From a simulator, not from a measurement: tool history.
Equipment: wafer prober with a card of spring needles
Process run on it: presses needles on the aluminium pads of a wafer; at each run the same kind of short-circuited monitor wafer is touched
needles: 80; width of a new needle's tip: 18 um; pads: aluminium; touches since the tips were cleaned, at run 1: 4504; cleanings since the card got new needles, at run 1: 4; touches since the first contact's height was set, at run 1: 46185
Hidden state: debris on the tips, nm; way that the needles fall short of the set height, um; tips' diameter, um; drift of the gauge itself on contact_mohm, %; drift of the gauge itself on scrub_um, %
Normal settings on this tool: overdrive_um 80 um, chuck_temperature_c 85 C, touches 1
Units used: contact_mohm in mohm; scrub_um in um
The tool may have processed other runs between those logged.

| run | day | overdrive_um | chuck_temperature_c | touches | touches since the tips were cleaned | cleanings since the card got new needles | touches since the first contact's height was set | contact_mohm | scrub_um |
|---|---|---|---|---|---|---|---|---|---|
| 1 | 0 | 80 | 85 | 1 | 4504 | 4 | 46185 | 117 | 12.94 |
|  | 0.517 | tips cleaned on abrasive film |
|  | 1.371 | tips cleaned on abrasive film |
| 2 | 1.654 | 80 | 85 | 1 | 3246 | 6 | 65126 | 118 | 12.98 |
|  | 2.179 | tips cleaned on abrasive film |
| 3 | 2.95 | 80 | 85 | 1 | 8875 | 7 | 79998 | 121 | 12.96 |
|  | 3.1 | tips cleaned on abrasive film |
|  | 3.912 | tips cleaned on abrasive film |
| 4 | 4.108 | 80 | 102 | 1 | 2245 | 9 | 93238 | 120 | 13 |
|  | 4.788 | tips cleaned on abrasive film |
| 5 | 5.083 | 80 | 77 | 1 | 3384 | 10 | 104419 | 116 | 13.01 |
|  | 5.625 | tips cleaned on abrasive film |
| 6 | 6.162 | 80 | 85 | 1 | 6206 | 11 | 116811 | 117 | 13.03 |
|  | 6.438 | tips cleaned on abrasive film |
| 7 | 7.138 | 64 | 85 | 1 | 8044 | 12 | 127957 | 120 | 10.46 |
|  | 7.275 | tips cleaned on abrasive film |
|  | 8.058 | tips cleaned on abrasive film |
| 8 | 8.2 | 73 | 85 | 1 | 1624 | 14 | 140104 | 123 | 11.92 |
|  | 8.896 | tips cleaned on abrasive film |
|  | 8.908 | height of the first contact set anew |
| 9 | 9.592 | 80 | 85 | 2 | 7837 | 15 | 7837 | 120 | 13.09 |
|  | 9.75 | tips cleaned on abrasive film |
|  | 10.533 | tips cleaned on abrasive film |
| 10 | 10.7 | 86 | 85 | 1 | 1926 | 17 | 20510 | 118 | 14.03 |
|  | 11.375 | tips cleaned on abrasive film |
| 11 | 11.604 | 86 | 85 | 1 | 2632 | 18 | 30862 | 119 | 14.06 |
|  | 12.238 | tips cleaned on abrasive film |
|  | 13.121 | tips cleaned on abrasive film |
| 12 | 13.529 | 86 | 85 | 1 | 4706 | 20 | 52943 | 120 | 14.09 |
|  | 13.958 | tips cleaned on abrasive film |
|  | 14.833 | tips cleaned on abrasive film |
| 13 | 15.158 | 68 | 31 | 1 | 3729 | 22 | 71590 | 113 | 11.18 |
|  | 15.729 | tips cleaned on abrasive film |
|  | 16.517 | tips cleaned on abrasive film |
| 14 | 17.042 | 90 | 80 | 2 | 6030 | 24 | 93193 | 116 | 14.83 |
|  | 17.321 | tips cleaned on abrasive film |
|  | 18.183 | tips cleaned on abrasive film |
| 15 | 18.7 | 90 | 80 | 2 | 5915 | 26 | 112179 | 118 | 14.79 |
|  | 19.092 | tips cleaned on abrasive film |
|  | 19.879 | tips cleaned on abrasive film |
| 16 | 20.121 | 90 | 80 | 2 | 2783 | 28 | 128454 | 116 | 14.82 |
|  | 20.712 | tips cleaned on abrasive film |
| 17 | 21.062 | 80 | 78 | 1 | 4042 | 29 | 139274 | 118 | 13.15 |
|  | 21.55 | tips cleaned on abrasive film |
|  | 21.829 | height of the first contact set anew |
|  | 22.408 | tips cleaned on abrasive film |
| 18 | 22.496 | 80 | 78 | 3 | 995 | 31 | 7588 | 117 | 13.22 |
|  | 23.2 | gauge calibrated |
|  | 23.204 | tips cleaned on abrasive film |
| 19 | 23.929 | 86 | 50 | 1 | 8366 | 32 | 24064 | 114 | 13.98 |
|  | 24.088 | tips cleaned on abrasive film |
|  | 24.888 | tips cleaned on abrasive film |
| 20 | 25.012 | 66 | 50 | 3 | 1410 | 34 | 36426 | 117 | 10.67 |
|  | 25.821 | tips cleaned on abrasive film |
| 21 | 26.321 | 66 | 42 | 2 | 5722 | 35 | 51445 | 116 | 10.71 |
|  | 26.662 | tips cleaned on abrasive film |
|  | 27.554 | tips cleaned on abrasive film |
| 22 | 27.825 | 80 | 102 | 2 | 3093 | 37 | 68662 | 122 | 12.98 |
|  | 28.5 | tips cleaned on abrasive film |
|  | 29.279 | tips cleaned on abrasive film |
| 23 | 29.375 | 75 | 102 | 1 | 1110 | 39 | 86417 | 121 | 12.19 |
|  | 30.117 | tips cleaned on abrasive film |
|  | 30.938 | tips cleaned on abrasive film |
| 24 | 31.029 | 75 | 102 | 1 | 1031 | 41 | 105365 | 121 | 12.27 |

Below are 3 alternative next runs, each starting from the tool's condition after run 24. Predict each:
|  | 31.792 | tips cleaned on abrasive film |
| A | 31.871 | 70 | 109 | 2 | 902 | 42 | 115028 | ? | ? |
|  | 31.792 | tips cleaned on abrasive film |
| B | 31.871 | 80 | 71 | 1 | 902 | 42 | 115028 | ? | ? |
|  | 31.792 | tips cleaned on abrasive film |
| C | 31.871 | 73 | 39 | 1 | 902 | 42 | 115028 | ? | ? |

| run | contact_mohm | scrub_um |
|---|---|---|
| A | 120 | 11.4 |
| B | 121 | 13.1 |
| C | 112 | 11.89 |
Take away the tool's hidden state, keep each run's random variation, and the runs would have read:
| run | contact_mohm | scrub_um |
|---|---|---|
| A | 120 | 11.33 |
| B | 121 | 13.01 |
| C | 111 | 11.81 |
